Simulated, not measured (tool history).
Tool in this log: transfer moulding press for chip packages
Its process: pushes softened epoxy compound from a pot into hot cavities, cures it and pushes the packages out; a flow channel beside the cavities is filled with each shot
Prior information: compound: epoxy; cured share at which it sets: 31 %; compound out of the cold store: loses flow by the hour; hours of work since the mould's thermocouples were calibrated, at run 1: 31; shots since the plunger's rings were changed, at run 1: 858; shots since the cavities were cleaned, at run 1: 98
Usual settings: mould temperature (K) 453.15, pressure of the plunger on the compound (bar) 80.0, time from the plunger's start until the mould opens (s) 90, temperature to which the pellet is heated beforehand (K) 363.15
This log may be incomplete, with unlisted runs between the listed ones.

run,hour,mould temperature (K),pressure of the plunger on the compound (bar),time from the plunger's start until the mould opens (s),temperature to which the pellet is heated beforehand (K),hours of work since the mould's thermocouples were calibrated,shots since the plunger's rings were changed,shots since the cavities were cleaned,incoming compound's hours out of the cold store,length that the compound runs in the flow channel (mm),greatest force on the pins that push the packages out (N)
1,0.0,453.15,80.0,90,363.15,31,858,98,34.8,630,211
2,6.1,453.15,80.0,90,363.15,35,935,175,32.7,634,244
3,15.6,453.15,80.0,90,363.15,41,1056,296,46.0,606,241
4,22.9,453.15,80.0,90,363.15,46,1148,388,8.8,690,266
5,35.0,453.15,85.1,90,363.15,54,1302,542,22.3,678,287
6,41.3,453.15,85.1,90,363.15,58,1382,622,36.8,643,303
7,46.8,453.15,85.1,90,363.15,61,1452,692,44.7,626,291
8,57.0,457.15,80.0,90,363.15,68,1581,821,20.9,648,281
# hour 62.6: cavities cleaned with cleaning compound and waxed
9,67.5,457.15,80.0,90,363.15,73,1695,61,20.5,647,190
10,75.0,453.15,80.0,90,363.15,78,1791,157,23.8,651,223
11,84.8,453.15,80.0,90,363.15,85,1915,281,30.4,635,257
12,97.2,453.15,80.0,75,363.15,93,2073,439,24.3,648,347
13,103.7,453.15,80.0,90,363.15,97,2156,522,23.7,650,286
14,114.6,453.15,80.0,90,363.15,104,2294,660,39.1,614,297
15,123.0,453.15,69.3,90,363.15,109,2401,767,26.4,597,312
16,128.5,453.15,97.8,78,368.15,113,2470,836,28.1,706,346
# hour 132.8: cavities cleaned with cleaning compound and waxed
17,142.2,453.15,73.6,90,363.15,120,2625,120,17.4,633,232
18,148.2,453.15,73.6,90,364.15,124,2701,196,35.0,594,237
19,153.7,453.15,69.9,118,363.15,128,2771,266,19.8,613,244
20,164.6,453.15,69.9,118,363.15,135,2909,404,44.3,557,249
21,175.9,453.15,69.9,118,363.15,142,3053,548,31.5,584,261
22,185.9,453.15,69.9,118,363.15,149,3181,676,37.6,574,284
23,193.6,453.15,80.0,71,358.15,153,3278,773,40.0,608,400
# hour 203.1: cavities cleaned with cleaning compound and waxed
24,205.3,453.15,65.8,115,370.15,160,3407,27,12.1,605,186
25,214.3,460.15,65.8,84,363.15,166,3522,142,18.7,574,219
26,223.8,457.15,70.6,82,368.15,172,3643,263,31.6,576,245
27,236.4,457.15,85.3,121,362.15,180,3803,423,12.0,677,254
28,245.8,457.15,85.3,121,359.15,186,3922,542,40.6,612,279
29,252.9,457.15,64.6,101,365.15,191,4012,632,31.4,548,285

Branching from run 29: 4 alternative next runs. What would each branch give?
A,264.5,457.15,77.9,87,362.15,198,4160,780,39.5,?,?
B,264.5,457.15,73.3,84,365.15,198,4160,780,36.3,?,?
C,264.5,453.15,93.4,103,363.15,198,4160,780,18.4,?,?
D,264.5,453.15,80.0,107,363.15,198,4160,780,15.2,?,?

run,length that the compound runs in the flow channel (mm),greatest force on the pins that push the packages out (N)
A,583,289
B,576,290
C,706,283
D,661,292
Without the tool's hidden state the same runs would have given:
run,length that the compound runs in the flow channel (mm),greatest force on the pins that push the packages out (N)
A,607,170
B,600,170
C,735,163
D,689,169
